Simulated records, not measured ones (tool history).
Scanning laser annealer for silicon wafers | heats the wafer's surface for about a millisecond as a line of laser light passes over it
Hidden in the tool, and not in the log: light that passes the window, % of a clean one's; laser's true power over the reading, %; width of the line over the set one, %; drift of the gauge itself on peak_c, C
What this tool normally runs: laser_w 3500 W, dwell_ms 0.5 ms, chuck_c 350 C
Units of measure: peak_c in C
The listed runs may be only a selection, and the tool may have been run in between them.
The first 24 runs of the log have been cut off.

run    hour  laser_w  dwell_ms  chuck_c  hours of work since the window was cleaned  hours of work since the power meter was calibrated  hours of work since the optics were aligned  peak_c
     1190.5  -- window over the wafer cleaned, once more
 25  1226.1     3004     0.591      332                                          14                                                 843                                         1357    1006
 26  1302.8     3811     0.421      328                                          46                                                 874                                         1388    1095
 27  1347.3     3430     0.612      338                                          64                                                 892                                         1407    1132
 28  1394.2     3381       0.5      350                                          83                                                 911                                         1426    1066
 29  1463.2     3381       0.5      387                                         111                                                 940                                         1454    1099
 30  1515.2     3381       0.5      387                                         132                                                 961                                         1475    1101
 31  1591.5     3462     0.553      320                                         163                                                 992                                         1506    1089
 32    1663     3462     0.553      320                                         193                                                1021                                         1535    1086
 33  1700.7     3203       0.5      350                                         208                                                1036                                         1551    1016
 34  1738.3     3354     0.517      349                                         223                                                1052                                         1566    1066
 35  1802.6     2994     0.583      350                                         249                                                1078                                         1592    1008
 36  1842.8     2994     0.583      350                                         266                                                1094                                         1609    1009
     1863.9  -- optics aligned, line set to its width
 37  1892.4     3793     0.583      387                                         284                                                1112                                           12    1273
 38  1945.2     3143     0.417      334                                         306                                                1134                                           33     943
 39    2017     3143     0.417      334                                         335                                                1163                                           62     943
 40  2084.2     3319     0.476      350                                         362                                                1191                                           90    1037
 41  2137.5     3319     0.476      350                                         384                                                1212                                          112    1036

4 ways to go on from here, each from the tool as it stands after run 41. What would each give?
  A  2206     3500     0.469      353                                         412                                                1240                                          139       ?
  B  2206     3541     0.447      362                                         412                                                1240                                          139       ?
  C  2206     3659     0.513      334                                         412                                                1240                                          139       ?
  D  2206     3500       0.5      341                                         412                                                1240                                          139       ?

run  peak_c
  A    1079
  B    1083
  C    1133
  D    1089
Without the tool's hidden state the same runs would have given:
run  peak_c
  A    1089
  B    1094
  C    1144
  D    1099
